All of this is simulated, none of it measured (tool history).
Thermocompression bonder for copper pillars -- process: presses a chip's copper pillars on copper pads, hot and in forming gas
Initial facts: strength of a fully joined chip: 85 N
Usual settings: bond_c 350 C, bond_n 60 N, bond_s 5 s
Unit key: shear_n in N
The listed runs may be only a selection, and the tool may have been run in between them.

| run | hour | bond_c | bond_n | bond_s | shear_n |
|---|---|---|---|---|---|
| 1 | 0.0 | 350 | 60 | 5 | 49.1 |
| 2 | 4.9 | 350 | 60 | 5 | 48.6 |
| 3 | 9.6 | 325 | 60 | 5 | 37.2 |
| 4 | 14.5 | 325 | 60 | 5 | 37.3 |
| 5 | 21.9 | 350 | 60 | 9 | 57.3 |
| 6 | 31.1 | 350 | 60 | 5 | 48.5 |
| 7 | 37.7 | 350 | 47 | 5 | 39.3 |
| 8 | 43.4 | 350 | 47 | 5 | 39.2 |
| 9 | 48.3 | 350 | 60 | 5 | 47.5 |
| 10 | 55.3 | 350 | 55 | 5 | 45.1 |
| 11 | 62.2 | 350 | 55 | 5 | 45.1 |
| 12 | 69.0 | 350 | 55 | 5 | 45.3 |
| 13 | 75.7 | 350 | 60 | 5 | 47.9 |
| 14 | 82.1 | 350 | 60 | 5 | 48.0 |
| 15 | 88.0 | 350 | 60 | 5 | 48.5 |
| 16 | 96.8 | 350 | 60 | 5 | 48.5 |
| 17 | 102.7 | 350 | 60 | 5 | 47.8 |
| 18 | 108.6 | 367 | 53 | 5 | 51.3 |
| 19 | 113.1 | 363 | 65 | 5 | 56.6 |
| 20 | 117.3 | 350 | 60 | 4 | 44.5 |
| 21 | 121.4 | 366 | 58 | 5 | 53.9 |
| 22 | 127.7 | 354 | 58 | 3 | 41.2 |
|  | 130.5 | heater calibrated with a thermocouple chip |
| 23 | 137.1 | 350 | 60 | 4 | 44.2 |
| 24 | 144.0 | 375 | 85 | 3 | 64.6 |
| 25 | 151.2 | 363 | 41 | 10 | 49.7 |
| 26 | 160.2 | 371 | 62 | 9 | 66.5 |
| 27 | 169.4 | 368 | 57 | 14 | 67.5 |
| 28 | 174.7 | 356 | 39 | 12 | 46.6 |
| 29 | 179.4 | 356 | 39 | 12 | 46.4 |
|  | 183.0 | heater calibrated with a thermocouple chip, once more |
| 30 | 189.7 | 350 | 61 | 14 | 64.8 |
| 31 | 193.5 | 350 | 61 | 14 | 63.7 |
| 32 | 197.4 | 350 | 61 | 14 | 64.3 |
| 33 | 205.0 | 338 | 69 | 5 | 48.5 |

What if the next run were any one of these 4? Each begins from the tool's condition after run 33:
| A | 211.3 | 350 | 60 | 13 | ? |
| B | 211.3 | 338 | 40 | 5 | ? |
| C | 211.3 | 327 | 60 | 5 | ? |
| D | 211.3 | 343 | 49 | 6 | ? |

| run | shear_n |
|---|---|
| A | 61.5 |
| B | 29.4 |
| C | 38.9 |
| D | 40.5 |
Had the tool no hidden state, the same runs would have come out as:
| run | shear_n |
|---|---|
| A | 64.4 |
| B | 30.4 |
| C | 40.4 |
| D | 42.1 |
